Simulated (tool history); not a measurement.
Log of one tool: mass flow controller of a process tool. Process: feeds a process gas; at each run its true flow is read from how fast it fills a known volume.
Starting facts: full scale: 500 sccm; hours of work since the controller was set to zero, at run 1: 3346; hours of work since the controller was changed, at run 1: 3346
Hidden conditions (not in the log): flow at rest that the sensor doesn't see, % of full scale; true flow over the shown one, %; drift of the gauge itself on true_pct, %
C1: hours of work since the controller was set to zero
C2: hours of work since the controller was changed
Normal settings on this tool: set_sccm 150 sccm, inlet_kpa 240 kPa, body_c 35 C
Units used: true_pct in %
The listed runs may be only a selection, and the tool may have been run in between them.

{"run": 1, "hour": 0.0, "set_sccm": 150, "inlet_kpa": 240, "body_c": 35, "C1": 3346, "C2": 3346, "true_pct": 95.6}
{"run": 2, "hour": 383.8, "set_sccm": 150, "inlet_kpa": 240, "body_c": 35, "C1": 3577, "C2": 3577, "true_pct": 95.64}
{"run": 3, "hour": 817.5, "set_sccm": 150, "inlet_kpa": 240, "body_c": 35, "C1": 3838, "C2": 3838, "true_pct": 95.44}
{"run": 4, "hour": 1035.7, "set_sccm": 150, "inlet_kpa": 240, "body_c": 35, "C1": 3970, "C2": 3970, "true_pct": 95.3}
{"run": 5, "hour": 1394.8, "set_sccm": 150, "inlet_kpa": 240, "body_c": 35, "C1": 4186, "C2": 4186, "true_pct": 95.3}
{"run": 6, "hour": 1746.5, "set_sccm": 150, "inlet_kpa": 240, "body_c": 35, "C1": 4398, "C2": 4398, "true_pct": 94.99}
{"run": 7, "hour": 1975.1, "set_sccm": 150, "inlet_kpa": 240, "body_c": 35, "C1": 4536, "C2": 4536, "true_pct": 94.88}
{"hour": 2237.6, "done": "controller's zero set anew"}
{"run": 8, "hour": 2418.1, "set_sccm": 150, "inlet_kpa": 181, "body_c": 35, "C1": 109, "C2": 4802, "true_pct": 94.57}
{"run": 9, "hour": 2785.4, "set_sccm": 150, "inlet_kpa": 181, "body_c": 35, "C1": 330, "C2": 5024, "true_pct": 94.37}
{"run": 10, "hour": 3014.6, "set_sccm": 150, "inlet_kpa": 181, "body_c": 35, "C1": 468, "C2": 5162, "true_pct": 94.34}
{"run": 11, "hour": 3223.2, "set_sccm": 150, "inlet_kpa": 181, "body_c": 35, "C1": 594, "C2": 5287, "true_pct": 94.33}
{"run": 12, "hour": 3447.1, "set_sccm": 150, "inlet_kpa": 181, "body_c": 35, "C1": 729, "C2": 5422, "true_pct": 94.27}
{"run": 13, "hour": 3769.7, "set_sccm": 150, "inlet_kpa": 240, "body_c": 35, "C1": 923, "C2": 5617, "true_pct": 93.68}
{"hour": 4183.4, "done": "controller's zero set anew, once more"}
{"run": 14, "hour": 4201.6, "set_sccm": 150, "inlet_kpa": 240, "body_c": 35, "C1": 11, "C2": 5877, "true_pct": 96.65}
{"run": 15, "hour": 4511.5, "set_sccm": 78, "inlet_kpa": 240, "body_c": 35, "C1": 198, "C2": 6063, "true_pct": 96.03}
{"run": 16, "hour": 4690.9, "set_sccm": 143, "inlet_kpa": 240, "body_c": 35, "C1": 306, "C2": 6171, "true_pct": 96.51}
{"run": 17, "hour": 4988.5, "set_sccm": 143, "inlet_kpa": 268, "body_c": 35, "C1": 485, "C2": 6351, "true_pct": 96.09}
{"run": 18, "hour": 5256.0, "set_sccm": 143, "inlet_kpa": 268, "body_c": 35, "C1": 646, "C2": 6512, "true_pct": 96.07}
{"run": 19, "hour": 5659.3, "set_sccm": 143, "inlet_kpa": 268, "body_c": 35, "C1": 889, "C2": 6755, "true_pct": 95.94}
{"run": 20, "hour": 6031.8, "set_sccm": 143, "inlet_kpa": 268, "body_c": 35, "C1": 1114, "C2": 6979, "true_pct": 95.69}
{"run": 21, "hour": 6260.0, "set_sccm": 143, "inlet_kpa": 268, "body_c": 35, "C1": 1251, "C2": 7117, "true_pct": 95.58}
{"run": 22, "hour": 6659.6, "set_sccm": 143, "inlet_kpa": 268, "body_c": 35, "C1": 1492, "C2": 7358, "true_pct": 95.64}
{"run": 23, "hour": 7096.2, "set_sccm": 442, "inlet_kpa": 166, "body_c": 22, "C1": 1755, "C2": 7621, "true_pct": 97.88}
{"run": 24, "hour": 7478.9, "set_sccm": 150, "inlet_kpa": 233, "body_c": 30, "C1": 1986, "C2": 7851, "true_pct": 95.44}
{"run": 25, "hour": 7747.4, "set_sccm": 150, "inlet_kpa": 233, "body_c": 30, "C1": 2147, "C2": 8013, "true_pct": 95.43}
{"run": 26, "hour": 8140.2, "set_sccm": 195, "inlet_kpa": 160, "body_c": 27, "C1": 2384, "C2": 8250, "true_pct": 96.13}
{"run": 27, "hour": 8451.0, "set_sccm": 70, "inlet_kpa": 211, "body_c": 25, "C1": 2571, "C2": 8437, "true_pct": 93.56}
{"run": 28, "hour": 8673.5, "set_sccm": 444, "inlet_kpa": 219, "body_c": 36, "C1": 2705, "C2": 8571, "true_pct": 97.74}
{"run": 29, "hour": 8935.4, "set_sccm": 444, "inlet_kpa": 219, "body_c": 36, "C1": 2863, "C2": 8729, "true_pct": 97.77}
{"hour": 8978.4, "done": "controller exchanged for a calibrated one"}
{"run": 30, "hour": 9230.0, "set_sccm": 444, "inlet_kpa": 219, "body_c": 36, "C1": 152, "C2": 152, "true_pct": 99.85}
{"run": 31, "hour": 9677.7, "set_sccm": 183, "inlet_kpa": 141, "body_c": 34, "C1": 421, "C2": 421, "true_pct": 98.53}
{"run": 32, "hour": 10035.2, "set_sccm": 117, "inlet_kpa": 163, "body_c": 34, "C1": 637, "C2": 637, "true_pct": 97.74}
{"run": 33, "hour": 10383.3, "set_sccm": 150, "inlet_kpa": 230, "body_c": 25, "C1": 846, "C2": 846, "true_pct": 97.11}
{"run": 34, "hour": 10673.7, "set_sccm": 150, "inlet_kpa": 143, "body_c": 37, "C1": 1021, "C2": 1021, "true_pct": 97.96}
{"run": 35, "hour": 10890.0, "set_sccm": 150, "inlet_kpa": 143, "body_c": 37, "C1": 1152, "C2": 1152, "true_pct": 97.98}
{"run": 36, "hour": 11275.1, "set_sccm": 150, "inlet_kpa": 229, "body_c": 35, "C1": 1384, "C2": 1384, "true_pct": 96.99}
{"run": 37, "hour": 11679.0, "set_sccm": 150, "inlet_kpa": 229, "body_c": 39, "C1": 1627, "C2": 1627, "true_pct": 97.01}
{"run": 38, "hour": 12117.7, "set_sccm": 70, "inlet_kpa": 140, "body_c": 25, "C1": 1891, "C2": 1891, "true_pct": 95.83}
{"run": 39, "hour": 12436.1, "set_sccm": 70, "inlet_kpa": 140, "body_c": 25, "C1": 2083, "C2": 2083, "true_pct": 95.55}
{"run": 40, "hour": 12673.9, "set_sccm": 150, "inlet_kpa": 170, "body_c": 21, "C1": 2226, "C2": 2226, "true_pct": 96.7}
{"run": 41, "hour": 13058.0, "set_sccm": 150, "inlet_kpa": 171, "body_c": 21, "C1": 2458, "C2": 2458, "true_pct": 96.55}
{"run": 42, "hour": 13497.9, "set_sccm": 151, "inlet_kpa": 246, "body_c": 37, "C1": 2723, "C2": 2723, "true_pct": 96.36}
{"run": 43, "hour": 13839.7, "set_sccm": 151, "inlet_kpa": 150, "body_c": 33, "C1": 2929, "C2": 2929, "true_pct": 96.88}
{"run": 44, "hour": 14219.6, "set_sccm": 76, "inlet_kpa": 184, "body_c": 35, "C1": 3158, "C2": 3158, "true_pct": 94.7}

How the hidden state differs across the entries between the runs, from the last listed run before each to the first after it:
Logged between run 7 and run 8: controller's zero set anew (hour 2237.6)
  flow at rest that the sensor doesn't see, % of full scale: -0.578 -> -0.815; true flow over the shown one, %: -1.06 -> -1.1
  measured minus no-state result, true_pct: -2.98 -> -3.81 %
Logged between run 13 and run 14: controller's zero set anew, once more (hour 4183.4)
  flow at rest that the sensor doesn't see, % of full scale: -0.902 -> -0.015; true flow over the shown one, %: -1.25 -> -1.3
  measured minus no-state result, true_pct: -4.25 -> -1.35 %
Logged between run 29 and run 30: controller exchanged for a calibrated one (hour 8978.4)
  flow at rest that the sensor doesn't see, % of full scale: -0.335 -> -0.07; true flow over the shown one, %: -1.83 -> -0.01
  measured minus no-state result, true_pct: -2.21 -> -0.09 %
